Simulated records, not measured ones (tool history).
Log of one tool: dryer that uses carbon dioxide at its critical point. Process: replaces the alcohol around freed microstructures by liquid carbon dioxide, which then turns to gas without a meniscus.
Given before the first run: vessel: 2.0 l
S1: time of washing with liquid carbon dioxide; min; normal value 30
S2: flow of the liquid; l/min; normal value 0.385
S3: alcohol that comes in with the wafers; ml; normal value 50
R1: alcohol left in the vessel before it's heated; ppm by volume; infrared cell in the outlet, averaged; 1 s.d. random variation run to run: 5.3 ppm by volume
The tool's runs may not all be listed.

run,hour,S1,S2,S3,R1
1,0,30,0.385,50,327
2,5.7,30,0.385,50,331
3,11.2,25,0.385,50,658
# hour 13.7: inlet filter changed
4,17,30,0.552,50,57
5,26.3,30,0.385,93,278
6,35.1,30,0.385,93,289
7,41.8,30,0.385,21,102
8,48.6,30,0.385,21,106
9,52.7,30,0.385,50,182
10,59.5,30,0.385,50,197
11,64.7,30,0.385,50,190
12,72,30,0.385,50,203
13,77.5,30,0.385,50,204
14,83.7,30,0.385,37,172
15,90.5,30,0.385,50,222
16,99.7,30,0.385,50,223
17,104.9,30,0.385,50,225
18,113.6,30,0.431,44,141
19,123,45,0.634,44,67
20,127.7,43,0.478,97,64
21,132,30,0.488,56,120
22,137.6,39,0.583,50,76

Estimate the outcome of run 23 from the log above:
23,144,48,0.411,36,?

{"run 23": {"R1": 71}}
The same run, on a tool lacking any hidden state, would have yielded R1 4 ppm by volume.
